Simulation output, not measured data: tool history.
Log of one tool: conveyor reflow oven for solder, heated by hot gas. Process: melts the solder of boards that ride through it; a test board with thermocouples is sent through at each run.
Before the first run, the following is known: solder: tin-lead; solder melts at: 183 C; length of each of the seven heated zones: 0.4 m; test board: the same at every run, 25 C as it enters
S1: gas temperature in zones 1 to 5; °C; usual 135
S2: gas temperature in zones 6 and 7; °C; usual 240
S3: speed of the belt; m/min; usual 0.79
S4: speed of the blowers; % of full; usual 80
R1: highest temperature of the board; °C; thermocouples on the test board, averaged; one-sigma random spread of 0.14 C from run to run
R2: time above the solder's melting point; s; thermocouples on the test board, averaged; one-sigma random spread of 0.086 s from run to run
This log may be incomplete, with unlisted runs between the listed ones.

run,hour,S1,S2,S3,S4,R1,R2
1,0,135,240,0.79,80,220.1,46.08
2,36.5,135,240,0.79,80,220.4,45.86
3,70.5,135,240,0.79,80,220,45.98
4,101.1,143,240,0.79,80,221.7,49.21
5,128.7,135,240,0.79,80,220,46.14
6,148.8,135,240,0.79,80,219.8,45.89
7,181.5,135,240,0.79,80,220.2,46.02
8,209.9,135,243,0.79,80,222.4,47.41
9,240.7,135,243,0.79,80,222.6,47.53
10,263.8,135,243,0.79,80,222.4,47.39
11,290.6,135,240,0.79,80,220.1,46.18
12,323.4,135,240,0.79,80,220.4,45.91
13,342.5,135,240,0.79,80,220.1,46.03
14,378.3,135,240,0.79,80,219.9,45.97
15,400.7,135,240,0.79,77,219.5,45.53
16,426.6,135,240,0.79,77,219.6,45.38
# hour 450: flux residue cleaned out of gas plates and filters
17,450,135,240,0.79,77,219.4,45.6
18,477.9,129,242,0.79,72,218.4,43.2
19,510.5,121,240,0.662,80,223.8,54.35
20,536.9,143,240,0.79,71,219.6,47.71
21,560.1,143,240,0.79,71,219.5,47.65
22,586,143,255,0.893,71,227,45.49
23,602.1,143,255,0.893,71,226.9,45.55
24,622.6,133,255,0.766,71,231.3,52.86
25,651.1,133,244,0.766,83,225,49.8
26,669.4,133,244,0.766,83,224.9,49.85
# hour 692.9: thermocouples of zones 6 and 7 changed
27,707.8,133,244,0.766,83,224.8,49.92
28,727.4,133,244,0.766,83,224.9,49.68
29,749,133,244,0.766,83,225,49.82
# hour 768.5: belt drive overhauled, speed set with a stopwatch
30,777.4,128,241,0.79,80,219.8,43.88

Alternative continuations, all from the tool just after run 30; predict every row:
A,806.7,135,240,0.932,62,?,?
B,806.7,128,249,0.635,80,?,?
C,806.7,128,236,0.711,80,?,?

run,R1,R2
A,207.7,30.21
B,234.6,64.59
C,219.1,49.23
Stripped of hidden state, with their random variation kept, the same runs would have yielded:
run,R1,R2
A,207.8,30.25
B,234.6,64.61
C,219.2,49.25
